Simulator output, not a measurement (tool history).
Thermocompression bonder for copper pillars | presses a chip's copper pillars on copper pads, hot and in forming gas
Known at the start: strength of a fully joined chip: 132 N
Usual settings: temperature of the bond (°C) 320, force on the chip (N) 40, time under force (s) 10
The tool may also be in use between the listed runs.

| run | hour | temperature of the bond (°C) | force on the chip (N) | time under force (s) | force that shears a chip off (N) |
|---|---|---|---|---|---|
| 1 | 0.0 | 320 | 40 | 10 | 55.7 |
| 2 | 34.3 | 320 | 40 | 10 | 55.8 |
| 3 | 63.5 | 323 | 40 | 10 | 56.0 |
| 4 | 94.9 | 320 | 40 | 10 | 55.4 |
| 5 | 125.5 | 320 | 40 | 10 | 54.2 |
|  | 132.4 | forming gas filter changed |
| 6 | 152.7 | 320 | 40 | 10 | 61.1 |
| 7 | 171.7 | 320 | 40 | 10 | 62.1 |
| 8 | 205.6 | 320 | 40 | 10 | 62.5 |
| 9 | 223.3 | 320 | 41 | 10 | 60.4 |
| 10 | 257.7 | 320 | 41 | 10 | 59.9 |
| 11 | 275.8 | 320 | 40 | 10 | 60.3 |
| 12 | 296.1 | 320 | 40 | 10 | 59.9 |
| 13 | 330.6 | 320 | 40 | 10 | 60.7 |
| 14 | 349.0 | 320 | 26 | 10 | 42.8 |
| 15 | 381.4 | 320 | 26 | 10 | 42.9 |
| 16 | 400.8 | 329 | 40 | 10 | 65.8 |
| 17 | 429.9 | 329 | 40 | 10 | 64.6 |
| 18 | 463.9 | 320 | 40 | 10 | 59.8 |
| 19 | 493.3 | 320 | 40 | 10 | 58.0 |
| 20 | 509.3 | 344 | 40 | 10 | 72.3 |
| 21 | 544.2 | 328 | 33 | 5 | 42.1 |
| 22 | 563.0 | 328 | 33 | 5 | 42.2 |
| 23 | 597.1 | 328 | 33 | 5 | 41.5 |
| 24 | 615.7 | 320 | 28 | 17 | 54.9 |
| 25 | 648.4 | 337 | 33 | 6 | 49.6 |
| 26 | 680.9 | 333 | 37 | 14 | 69.8 |
|  | 697.8 | forming gas filter changed |
| 27 | 704.4 | 333 | 37 | 14 | 77.2 |
| 28 | 721.4 | 316 | 32 | 8 | 48.6 |
| 29 | 754.1 | 329 | 40 | 5 | 55.5 |
| 30 | 787.2 | 320 | 24 | 25 | 62.4 |
| 31 | 802.1 | 320 | 24 | 25 | 64.2 |
| 32 | 822.1 | 325 | 26 | 18 | 62.3 |
| 33 | 854.6 | 346 | 47 | 8 | 81.3 |
| 34 | 885.6 | 346 | 47 | 8 | 82.4 |

Forecast run 35:
| 35 | 905.7 | 346 | 37 | 11 | ? |

force that shears a chip off (N): 78.1
Without the tool's hidden state the same run would have given force that shears a chip off (N) 72.7.
